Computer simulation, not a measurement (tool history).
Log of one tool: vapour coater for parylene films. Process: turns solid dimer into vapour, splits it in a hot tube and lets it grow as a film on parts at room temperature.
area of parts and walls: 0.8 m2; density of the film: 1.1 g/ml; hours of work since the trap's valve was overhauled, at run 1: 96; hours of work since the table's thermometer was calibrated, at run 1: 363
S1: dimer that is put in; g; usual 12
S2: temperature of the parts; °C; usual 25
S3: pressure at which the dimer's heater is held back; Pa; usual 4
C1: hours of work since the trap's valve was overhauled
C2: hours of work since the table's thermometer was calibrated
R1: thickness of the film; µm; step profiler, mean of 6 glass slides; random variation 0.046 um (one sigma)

Run 1, hour 0: usual settings; C1 96; C2 363. Result: R1 8.72 µm.
Run 2, hour 12.7: usual settings; C1 106; C2 374. Result: R1 8.67 µm.
Run 3, hour 21: usual settings; C1 113; C2 380. Result: R1 8.65 µm.
Run 4, hour 28.5: usual settings; C1 119; C2 387. Result: R1 8.68 µm.
Run 5, hour 38.7: usual settings but S2 36 °C; C1 127; C2 395. Result: R1 6.37 µm.
Run 6, hour 52.9: usual settings but S2 36 °C; C1 139; C2 406. Result: R1 6.36 µm.
Run 7, hour 64.3: usual settings but S2 36 °C; C1 148; C2 415. Result: R1 6.34 µm.
Run 8, hour 73: usual settings but S2 36 °C; C1 155; C2 423. Result: R1 6.33 µm.
Run 9, hour 80.1: usual settings; C1 161; C2 428. Result: R1 8.61 µm.
Run 10, hour 90.9: usual settings; C1 169; C2 437. Result: R1 8.56 µm.
Run 11, hour 100.3: usual settings; C1 177; C2 445. Result: R1 8.64 µm.
Run 12, hour 110.7: usual settings but S1 18 g; C1 185; C2 453. Result: R1 12.72 µm.
Run 13, hour 126.3: usual settings but S1 18 g; C1 198; C2 466. Result: R1 12.89 µm.
Run 14, hour 133.4: usual settings but S1 7 g; C1 204; C2 471. Result: R1 5.02 µm.
Run 15, hour 144.1: usual settings but S1 7 g; C1 212; C2 480. Result: R1 4.94 µm.

Run 16 comes next. What will it give?
Run 16, hour 156.6: usual settings but S2 31 °C; C1 222; C2 490. Result: R1 ?.

R1: 7.22 µm
Without the tool's hidden state the same run would have given R1 7.48 µm.

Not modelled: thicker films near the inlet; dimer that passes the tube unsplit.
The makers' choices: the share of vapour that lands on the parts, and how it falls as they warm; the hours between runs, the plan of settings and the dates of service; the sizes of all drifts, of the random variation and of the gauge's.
